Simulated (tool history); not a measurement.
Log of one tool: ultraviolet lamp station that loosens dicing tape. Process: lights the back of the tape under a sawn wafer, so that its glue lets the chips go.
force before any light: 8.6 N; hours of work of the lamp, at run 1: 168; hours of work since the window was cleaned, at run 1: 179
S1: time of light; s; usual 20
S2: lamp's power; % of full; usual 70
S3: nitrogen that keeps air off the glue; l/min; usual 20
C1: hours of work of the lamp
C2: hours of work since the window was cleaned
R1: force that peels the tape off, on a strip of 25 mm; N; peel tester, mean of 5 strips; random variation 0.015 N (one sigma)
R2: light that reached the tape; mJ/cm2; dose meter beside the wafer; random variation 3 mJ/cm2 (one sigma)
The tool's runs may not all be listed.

run	hour	S1	S2	S3	C1	C2	R1	R2
1	0	20	70	20	168	179	0.834	409
2	9.3	20	70	20	173	185	0.862	408
3	17.3	20	70	20	178	190	0.825	411
4	23.7	20	70	26	182	194	0.711	407
5	32.4	20	70	26	187	199	0.719	403
6	38.8	20	70	10	191	203	1.384	405
7	45.4	20	70	10	194	206	1.424	406
8	52.9	20	70	10	199	211	1.412	403
9	57.8	27	70	20	202	214	0.496	541
10	66.7	20	70	11	207	219	1.351	400
11	70.9	20	70	11	210	222	1.321	402
12	76	20	70	11	213	225	1.336	402
13	84.2	20	70	14	218	230	1.092	402
14	88.1	35	70	20	220	232	0.319	697

Forecast run 15:
15	97.1	35	70	20	225	237	?	?

{"run 15": {"R1": 0.349, "R2": 698}}
Without the tool's hidden state the same run would have given R1 0.315 N, R2 770 mJ/cm2.
